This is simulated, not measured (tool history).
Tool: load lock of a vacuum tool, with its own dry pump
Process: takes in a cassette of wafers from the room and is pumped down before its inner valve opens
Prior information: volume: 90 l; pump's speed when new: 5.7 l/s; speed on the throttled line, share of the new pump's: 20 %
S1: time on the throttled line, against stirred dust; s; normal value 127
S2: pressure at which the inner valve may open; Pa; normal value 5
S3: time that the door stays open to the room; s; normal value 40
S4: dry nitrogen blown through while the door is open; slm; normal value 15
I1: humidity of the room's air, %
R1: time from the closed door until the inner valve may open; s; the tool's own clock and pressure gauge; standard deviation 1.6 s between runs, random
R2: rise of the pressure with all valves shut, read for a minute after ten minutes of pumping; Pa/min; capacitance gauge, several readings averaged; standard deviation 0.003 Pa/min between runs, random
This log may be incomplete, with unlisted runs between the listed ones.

run,day,S1,S2,S3,S4,I1,R1,R2
1,0.000,127,5,40,15,44.2,258.2,0.004
2,16.362,127,5,40,15,42.3,259.1,0.013
3,29.417,127,5,40,15,45.4,263.0,0.016
4,47.017,127,5,40,15,49.0,260.1,0.017
5,62.921,127,5,40,15,48.4,257.9,0.015
6,77.200,127,5,40,15,41.8,259.1,0.017
7,87.979,130,5,40,15,44.4,263.8,0.018
8,101.133,130,5,40,15,45.0,261.5,0.015
9,119.879,130,5,40,15,49.4,261.2,0.012
10,135.221,130,5,40,15,43.7,263.1,0.016
11,149.396,130,5,40,15,46.1,258.8,0.014
12,164.762,91,5,40,15,46.9,232.9,0.018
# day 167.692: dry pump taken out, an overhauled one fitted
13,179.342,91,5,40,15,42.7,230.8,0.012
14,198.879,91,5,40,15,45.8,231.1,0.015
15,216.658,91,5,199,15,42.6,230.4,0.039
16,235.171,91,5,199,15,43.6,228.1,0.036
17,251.600,91,5,199,15,47.9,230.3,0.036
18,262.017,127,5,40,15,44.8,258.0,0.017
19,272.412,112,5,40,38,42.9,245.0,0.003
20,290.204,236,5,72,38,47.0,344.2,0.011
21,300.992,236,5,72,38,44.5,348.0,0.013
22,314.583,236,5,72,26,44.7,346.9,0.012
# day 323.454: door's seal changed, seat wiped
23,331.150,236,5,115,26,46.4,347.5,0.018
24,349.933,127,6,40,15,44.0,255.9,0.013
25,369.721,66,9,181,24,42.0,202.0,0.020
26,386.121,165,9,181,24,48.8,279.7,0.026
27,404.433,165,9,181,24,47.6,278.8,0.027
28,424.629,165,9,73,24,46.7,279.7,0.012
29,433.912,95,5,51,8,42.6,233.7,0.024
30,445.596,105,8,177,27,44.7,234.3,0.022
31,459.958,101,9,177,24,45.4,230.5,0.022
32,469.608,101,9,177,7,47.5,228.7,0.049
33,487.029,127,5,62,15,43.4,259.5,0.020
34,496.171,150,5,71,14,42.2,275.8,0.018
35,505.675,127,5,174,33,45.6,259.4,0.024
36,524.379,127,5,174,22,42.2,260.3,0.021

What would each run have given without the hidden state, its run-to-run variation left as it was?
Hidden state at play: pump's speed, % of a new pump's; leak at the door's seal, Pa l/s; drift of the gauge itself on ready_s, %; drift of the gauge itself on rise_pa_min, %.
run,R2
1,0.004
2,0.013
3,0.015
4,0.017
5,0.014
6,0.017
7,0.017
8,0.015
9,0.011
10,0.015
11,0.013
12,0.017
13,0.011
14,0.014
15,0.038
16,0.034
17,0.035
18,0.016
19,0.002
20,0.009
21,0.011
22,0.009
23,0.018
24,0.012
25,0.020
26,0.026
27,0.027
28,0.011
29,0.024
30,0.022
31,0.022
32,0.049
33,0.019
34,0.017
35,0.023
36,0.021
R1: within 0.1 s of the measured result in every run.

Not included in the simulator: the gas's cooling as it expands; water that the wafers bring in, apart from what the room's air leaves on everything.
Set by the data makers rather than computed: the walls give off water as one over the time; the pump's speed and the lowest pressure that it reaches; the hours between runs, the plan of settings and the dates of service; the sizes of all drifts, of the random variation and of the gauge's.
